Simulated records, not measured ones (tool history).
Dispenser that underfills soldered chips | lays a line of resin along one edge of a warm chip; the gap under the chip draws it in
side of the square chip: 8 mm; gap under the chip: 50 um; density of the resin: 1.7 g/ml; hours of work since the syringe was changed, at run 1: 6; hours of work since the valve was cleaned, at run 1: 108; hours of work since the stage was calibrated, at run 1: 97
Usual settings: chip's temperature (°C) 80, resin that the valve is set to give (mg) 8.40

run  hour  chip's temperature (°C)  resin that the valve is set to give (mg)  hours of work since the syringe was changed  hours of work since the valve was cleaned  hours of work since the stage was calibrated  time until the resin shows at the far edge (s)  resin that the valve gave (mg)
  1   0.0                       80                                      8.40                                            6                                        108                                            97                                            23.8                            7.65
      4.0  -- new syringe of resin
  2   4.4                       80                                      8.40                                            0                                        111                                           100                                            16.5                            7.66
  3   7.2                       80                                     10.41                                            2                                        113                                           102                                            17.6                            9.49
  4  10.8                       80                                      8.40                                            4                                        115                                           104                                            22.0                            7.52
     13.6  -- dispensing valve cleaned and set on the balance
  5  14.3                       80                                     10.46                                            6                                          0                                           106                                            23.4                           10.40
     17.7  -- new syringe of resin
  6  18.6                       80                                     10.46                                            1                                          3                                           108                                            16.2                           10.49
  7  23.8                       80                                      8.40                                            4                                          6                                           111                                            20.6                            8.40
  8  27.4                       80                                      8.40                                            6                                          8                                           114                                            24.5                            8.37
     30.5  -- new syringe of resin
  9  32.3                       80                                      8.40                                            1                                         11                                           117                                            16.9                            8.31
 10  35.1                       80                                      8.40                                            3                                         13                                           118                                            19.4                            8.45
 11  38.4                       82                                      8.86                                            5                                         15                                           120                                            21.4                            8.74
 12  41.1                       82                                      8.86                                            7                                         17                                           122                                            23.9                            8.77
     43.3  -- new syringe of resin
 13  44.9                       82                                      8.86                                            1                                         19                                           124                                            16.3                            8.74
 14  48.6                       89                                      7.21                                            3                                         22                                           127                                            15.5                            6.98
 15  51.9                       89                                      7.21                                            5                                         24                                           129                                            17.6                            7.09
     56.0  -- new syringe of resin
 16  56.0                       89                                      7.21                                            0                                         26                                           131                                            12.2                            7.04
 17  60.1                       80                                      7.11                                            3                                         29                                           134                                            19.7                            6.93
 18  65.3                       93                                     10.73                                            6                                         32                                           137                                            16.2                           10.34
 19  67.8                       89                                      7.77                                            7                                         33                                           139                                            20.8                            7.59
     68.7  -- new syringe of resin
 20  72.1                       93                                      8.84                                            2                                         36                                           141                                            11.8                            8.64

3 ways to go on from here, each from the tool as it stands after run 20. What would each give?
  A  75.9                       67                                      8.84                                            5                                         38                                           144                                               ?                               ?
  B  75.9                       77                                      8.48                                            5                                         38                                           144                                               ?                               ?
  C  75.9                       89                                      9.01                                            5                                         38                                           144                                               ?                               ?

run  time until the resin shows at the far edge (s)  resin that the valve gave (mg)
  A                                            33.2                            8.60
  B                                            23.9                            8.24
  C                                            16.4                            8.71
Without the tool's hidden state the same runs would have given:
run  time until the resin shows at the far edge (s)  resin that the valve gave (mg)
  A                                            24.9                            8.87
  B                                            17.9                            8.50
  C                                            12.2                            8.99
